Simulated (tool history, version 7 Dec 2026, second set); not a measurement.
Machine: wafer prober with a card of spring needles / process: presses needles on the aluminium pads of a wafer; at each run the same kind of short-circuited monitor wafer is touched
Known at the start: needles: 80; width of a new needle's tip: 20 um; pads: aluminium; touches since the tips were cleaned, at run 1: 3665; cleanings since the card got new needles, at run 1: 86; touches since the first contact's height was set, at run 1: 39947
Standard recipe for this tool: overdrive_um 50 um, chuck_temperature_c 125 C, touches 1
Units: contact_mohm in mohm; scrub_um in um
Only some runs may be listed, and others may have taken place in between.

run    hour  overdrive_um  chuck_temperature_c  touches  touches since the tips were cleaned  cleanings since the card got new needles  touches since the first contact's height was set  contact_mohm  scrub_um
  1     0.0            50                  125        1                                 3665                                        86                                             39947           227     10.21
        7.0  -- tips cleaned on abrasive film
       24.4  -- tips cleaned on abrasive film
       38.4  -- tips cleaned on abrasive film
       52.3  -- tips cleaned on abrasive film
  2    54.1            50                  125        1                                  887                                        90                                             65573           224     10.21
       57.9  -- height of the first contact set anew
       68.4  -- tips cleaned on abrasive film
       82.3  -- tips cleaned on abrasive film
       96.3  -- tips cleaned on abrasive film
      113.7  -- tips cleaned on abrasive film
  3   127.4            39                  125        1                                 6551                                        94                                             32939           231      7.98
      131.0  -- tips cleaned on abrasive film
      148.4  -- tips cleaned on abrasive film
      162.3  -- tips cleaned on abrasive film
  4   173.6            50                  125        1                                 5374                                        97                                             54806           219     10.22
      177.1  -- tips cleaned on abrasive film
      194.5  -- tips cleaned on abrasive film
      198.3  -- height of the first contact set anew
      212.2  -- tips cleaned on abrasive film
      229.6  -- tips cleaned on abrasive film
  5   242.5            50                  125        1                                 6143                                       101                                             20985           224     10.26
      246.1  -- tips cleaned on abrasive film
      260.0  -- tips cleaned on abrasive film
      273.9  -- tips cleaned on abrasive film
      287.9  -- tips cleaned on abrasive film
      305.3  -- tips cleaned on abrasive film
  6   317.5            50                  125        1                                 5838                                       106                                             56510           219     10.24
      321.1  -- tips cleaned on abrasive film
      335.0  -- tips cleaned on abrasive film
      338.8  -- height of the first contact set anew
      349.2  -- tips cleaned on abrasive film
      363.2  -- tips cleaned on abrasive film
      377.1  -- tips cleaned on abrasive film
  7   383.8            50                  125        1                                 3193                                       111                                             21334           226     10.21
      394.3  -- tips cleaned on abrasive film
      411.7  -- tips cleaned on abrasive film
      429.1  -- tips cleaned on abrasive film
      443.0  -- tips cleaned on abrasive film
  8   450.3            52                  125        1                                 3486                                       115                                             52857           224     10.63
      457.3  -- tips cleaned on abrasive film
      471.3  -- tips cleaned on abrasive film
      478.5  -- height of the first contact set anew
      485.5  -- tips cleaned on abrasive film
      502.9  -- tips cleaned on abrasive film
      516.8  -- tips cleaned on abrasive film
  9   518.8            52                  125        1                                  941                                       120                                             19083           221     10.59
      532.7  -- tips cleaned on abrasive film
      546.7  -- tips cleaned on abrasive film
      564.1  -- tips cleaned on abrasive film
      581.5  -- tips cleaned on abrasive film
      598.9  -- tips cleaned on abrasive film
 10   612.6            52                  125        3                                 6550                                       125                                             63565           219     10.63
      616.2  -- tips cleaned on abrasive film
      619.9  -- height of the first contact set anew
      630.4  -- tips cleaned on abrasive film
      644.3  -- tips cleaned on abrasive film
 11   651.9            52                  125        2                                 3598                                       128                                             15143           217     10.60
      658.9  -- tips cleaned on abrasive film
      676.3  -- tips cleaned on abrasive film
      693.7  -- tips cleaned on abrasive film
 12   705.8            52                  125        2                                 5761                                       131                                             40695           222     10.57
      709.3  -- tips cleaned on abrasive film
      723.3  -- tips cleaned on abrasive film
      737.2  -- tips cleaned on abrasive film
      751.2  -- tips cleaned on abrasive film
      761.8  -- height of the first contact set anew
      765.4  -- tips cleaned on abrasive film
      779.3  -- tips cleaned on abrasive film
 13   783.4            52                  125        2                                 1922                                       137                                             10168           220     10.63
      793.8  -- tips cleaned on abrasive film
      807.8  -- tips cleaned on abrasive film
      823.5  -- tips cleaned on abrasive film
 14   823.5            32                   43        1                                    0                                       140                                             29175           215      6.55
      837.5  -- tips cleaned on abrasive film
      854.9  -- tips cleaned on abrasive film
      872.3  -- tips cleaned on abrasive film
      886.2  -- tips cleaned on abrasive film
 15   888.4            32                   43        1                                 1032                                       144                                             59893           219      6.54
      902.3  -- tips cleaned on abrasive film
      902.6  -- height of the first contact set anew
      916.5  -- tips cleaned on abrasive film
      933.9  -- tips cleaned on abrasive film
      951.3  -- tips cleaned on abrasive film
      965.3  -- tips cleaned on abrasive film
      979.2  -- tips cleaned on abrasive film
 16   983.8            51                  113        1                                 2178                                       150                                             38460           226     10.43
      994.2  -- tips cleaned on abrasive film
     1008.2  -- tips cleaned on abrasive film
     1025.6  -- tips cleaned on abrasive film
     1039.5  -- tips cleaned on abrasive film
     1043.3  -- height of the first contact set anew
     1057.2  -- tips cleaned on abrasive film
 17  1064.7            32                  125        1                                 3582                                       155                                             10179           238      6.53
     1071.7  -- tips cleaned on abrasive film
     1089.1  -- tips cleaned on abrasive film
     1103.1  -- tips cleaned on abrasive film
     1117.0  -- tips cleaned on abrasive film
     1134.4  -- tips cleaned on abrasive film
     1151.8  -- tips cleaned on abrasive film
 18  1151.8            32                  125        1                                   31                                       161                                             51436           235      6.55
     1165.7  -- tips cleaned on abrasive film
     1179.7  -- tips cleaned on abrasive film
     1183.4  -- height of the first contact set anew
     1193.9  -- tips cleaned on abrasive film
     1207.8  -- tips cleaned on abrasive film
     1221.8  -- tips cleaned on abrasive film
     1239.2  -- tips cleaned on abrasive film
 19  1244.9            32                  125        1                                 2750                                       167                                             29137           236      6.53
     1255.4  -- tips cleaned on abrasive film
     1269.3  -- tips cleaned on abrasive film
     1283.3  -- tips cleaned on abrasive film
     1300.7  -- tips cleaned on abrasive film
 20  1305.0            32                  125        1                                 2043                                       171                                             57569           235      6.49
     1315.4  -- tips cleaned on abrasive film
     1326.1  -- height of the first contact set anew
     1329.7  -- tips cleaned on abrasive film
     1346.9  -- tips cleaned on abrasive film
 21  1346.9            43                   87        3                                    0                                       174                                              9815           216      8.79
     1360.8  -- tips cleaned on abrasive film
     1374.8  -- tips cleaned on abrasive film
     1392.2  -- tips cleaned on abrasive film
 22  1401.8            43                   87        3                                 4602                                       177                                             35857           217      8.78
     1408.8  -- tips cleaned on abrasive film
     1426.2  -- tips cleaned on abrasive film
     1440.2  -- tips cleaned on abrasive film
     1457.6  -- tips cleaned on abrasive film
     1468.3  -- height of the first contact set anew
     1473.5  -- tips cleaned on abrasive film
 23  1473.5            43                   87        3                                    0                                       182                                              2436           215      8.77
     1490.9  -- tips cleaned on abrasive film
     1504.8  -- tips cleaned on abrasive film
     1522.2  -- tips cleaned on abrasive film
 24  1526.4            38                   25        1                                 2004                                       185                                             27529           202      7.72
     1536.9  -- tips cleaned on abrasive film
     1550.8  -- tips cleaned on abrasive film
     1564.7  -- tips cleaned on abrasive film
     1578.7  -- tips cleaned on abrasive film
     1592.6  -- tips cleaned on abrasive film
     1606.5  -- tips cleaned on abrasive film
     1610.3  -- height of the first contact set anew
 25  1614.9            58                   82        2                                 3856                                       191                                              2208           212     11.89

Take each entry between the runs: how does the hidden state at the last listed run before it differ from the hidden state at the first listed run after it?
After run 1, before run 2: tips cleaned on abrasive film (hour 7.0); tips cleaned on abrasive film (hour 24.4); tips cleaned on abrasive film (hour 38.4); tips cleaned on abrasive film (hour 52.3)
  debris on the tips, nm: 0.6 -> 0.3; tips' diameter, um: 20.01 -> 20.02
After run 2, before run 3: height of the first contact set anew (hour 57.9); tips cleaned on abrasive film (hour 68.4); tips cleaned on abrasive film (hour 82.3); tips cleaned on abrasive film (hour 96.3); tips cleaned on abrasive film (hour 113.7)
  debris on the tips, nm: 0.3 -> 1
After run 3, before run 4: tips cleaned on abrasive film (hour 131.0); tips cleaned on abrasive film (hour 148.4); tips cleaned on abrasive film (hour 162.3)
  debris on the tips, nm: 1 -> 0.8
After run 4, before run 5: tips cleaned on abrasive film (hour 177.1); tips cleaned on abrasive film (hour 194.5); height of the first contact set anew (hour 198.3); tips cleaned on abrasive film (hour 212.2); tips cleaned on abrasive film (hour 229.6)
  debris on the tips, nm: 0.8 -> 0.9
After run 5, before run 6: tips cleaned on abrasive film (hour 246.1); tips cleaned on abrasive film (hour 260.0); tips cleaned on abrasive film (hour 273.9); tips cleaned on abrasive film (hour 287.9); tips cleaned on abrasive film (hour 305.3)
  no hidden state differs between the two runs
After run 6, before run 7: tips cleaned on abrasive film (hour 321.1); tips cleaned on abrasive film (hour 335.0); height of the first contact set anew (hour 338.8); tips cleaned on abrasive film (hour 349.2); tips cleaned on abrasive film (hour 363.2); tips cleaned on abrasive film (hour 377.1)
  debris on the tips, nm: 0.9 -> 0.7
After run 7, before run 8: tips cleaned on abrasive film (hour 394.3); tips cleaned on abrasive film (hour 411.7); tips cleaned on abrasive film (hour 429.1); tips cleaned on abrasive film (hour 443.0)
  no hidden state differs between the two runs
After run 8, before run 9: tips cleaned on abrasive film (hour 457.3); tips cleaned on abrasive film (hour 471.3); height of the first contact set anew (hour 478.5); tips cleaned on abrasive film (hour 485.5); tips cleaned on abrasive film (hour 502.9); tips cleaned on abrasive film (hour 516.8)
  debris on the tips, nm: 0.7 -> 0.3
After run 9, before run 10: tips cleaned on abrasive film (hour 532.7); tips cleaned on abrasive film (hour 546.7); tips cleaned on abrasive film (hour 564.1); tips cleaned on abrasive film (hour 581.5); tips cleaned on abrasive film (hour 598.9)
  debris on the tips, nm: 0.3 -> 0.9
After run 10, before run 11: tips cleaned on abrasive film (hour 616.2); height of the first contact set anew (hour 619.9); tips cleaned on abrasive film (hour 630.4); tips cleaned on abrasive film (hour 644.3)
  debris on the tips, nm: 0.9 -> 0.7
After run 11, before run 12: tips cleaned on abrasive film (hour 658.9); tips cleaned on abrasive film (hour 676.3); tips cleaned on abrasive film (hour 693.7)
  debris on the tips, nm: 0.7 -> 0.9
After run 12, before run 13: tips cleaned on abrasive film (hour 709.3); tips cleaned on abrasive film (hour 723.3); tips cleaned on abrasive film (hour 737.2); tips cleaned on abrasive film (hour 751.2); height of the first contact set anew (hour 761.8); tips cleaned on abrasive film (hour 765.4); tips cleaned on abrasive film (hour 779.3)
  debris on the tips, nm: 0.9 -> 0.5
After run 13, before run 14: tips cleaned on abrasive film (hour 793.8); tips cleaned on abrasive film (hour 807.8); tips cleaned on abrasive film (hour 823.5)
  debris on the tips, nm: 0.5 -> 0.1
After run 14, before run 15: tips cleaned on abrasive film (hour 837.5); tips cleaned on abrasive film (hour 854.9); tips cleaned on abrasive film (hour 872.3); tips cleaned on abrasive film (hour 886.2)
  debris on the tips, nm: 0.1 -> 0.3
After run 15, before run 16: tips cleaned on abrasive film (hour 902.3); height of the first contact set anew (hour 902.6); tips cleaned on abrasive film (hour 916.5); tips cleaned on abrasive film (hour 933.9); tips cleaned on abrasive film (hour 951.3); tips cleaned on abrasive film (hour 965.3); tips cleaned on abrasive film (hour 979.2)
  debris on the tips, nm: 0.3 -> 0.5; tips' diameter, um: 20.02 -> 20.03
After run 16, before run 17: tips cleaned on abrasive film (hour 994.2); tips cleaned on abrasive film (hour 1008.2); tips cleaned on abrasive film (hour 1025.6); tips cleaned on abrasive film (hour 1039.5); height of the first contact set anew (hour 1043.3); tips cleaned on abrasive film (hour 1057.2)
  debris on the tips, nm: 0.5 -> 0.7
After run 17, before run 18: tips cleaned on abrasive film (hour 1071.7); tips cleaned on abrasive film (hour 1089.1); tips cleaned on abrasive film (hour 1103.1); tips cleaned on abrasive film (hour 1117.0); tips cleaned on abrasive film (hour 1134.4); tips cleaned on abrasive film (hour 1151.8)
  debris on the tips, nm: 0.7 -> 0.1
After run 18, before run 19: tips cleaned on abrasive film (hour 1165.7); tips cleaned on abrasive film (hour 1179.7); height of the first contact set anew (hour 1183.4); tips cleaned on abrasive film (hour 1193.9); tips cleaned on abrasive film (hour 1207.8); tips cleaned on abrasive film (hour 1221.8); tips cleaned on abrasive film (hour 1239.2)
  debris on the tips, nm: 0.1 -> 0.6
After run 19, before run 20: tips cleaned on abrasive film (hour 1255.4); tips cleaned on abrasive film (hour 1269.3); tips cleaned on abrasive film (hour 1283.3); tips cleaned on abrasive film (hour 1300.7)
  debris on the tips, nm: 0.6 -> 0.5
After run 20, before run 21: tips cleaned on abrasive film (hour 1315.4); height of the first contact set anew (hour 1326.1); tips cleaned on abrasive film (hour 1329.7); tips cleaned on abrasive film (hour 1346.9)
  debris on the tips, nm: 0.5 -> 0.1
After run 21, before run 22: tips cleaned on abrasive film (hour 1360.8); tips cleaned on abrasive film (hour 1374.8); tips cleaned on abrasive film (hour 1392.2)
  debris on the tips, nm: 0.1 -> 0.8
After run 22, before run 23: tips cleaned on abrasive film (hour 1408.8); tips cleaned on abrasive film (hour 1426.2); tips cleaned on abrasive film (hour 1440.2); tips cleaned on abrasive film (hour 1457.6); height of the first contact set anew (hour 1468.3); tips cleaned on abrasive film (hour 1473.5)
  debris on the tips, nm: 0.8 -> 0
After run 23, before run 24: tips cleaned on abrasive film (hour 1490.9); tips cleaned on abrasive film (hour 1504.8); tips cleaned on abrasive film (hour 1522.2)
  debris on the tips, nm: 0 -> 0.4
After run 24, before run 25: tips cleaned on abrasive film (hour 1536.9); tips cleaned on abrasive film (hour 1550.8); tips cleaned on abrasive film (hour 1564.7); tips cleaned on abrasive film (hour 1578.7); tips cleaned on abrasive film (hour 1592.6); tips cleaned on abrasive film (hour 1606.5); height of the first contact set anew (hour 1610.3)
  debris on the tips, nm: 0.4 -> 0.7

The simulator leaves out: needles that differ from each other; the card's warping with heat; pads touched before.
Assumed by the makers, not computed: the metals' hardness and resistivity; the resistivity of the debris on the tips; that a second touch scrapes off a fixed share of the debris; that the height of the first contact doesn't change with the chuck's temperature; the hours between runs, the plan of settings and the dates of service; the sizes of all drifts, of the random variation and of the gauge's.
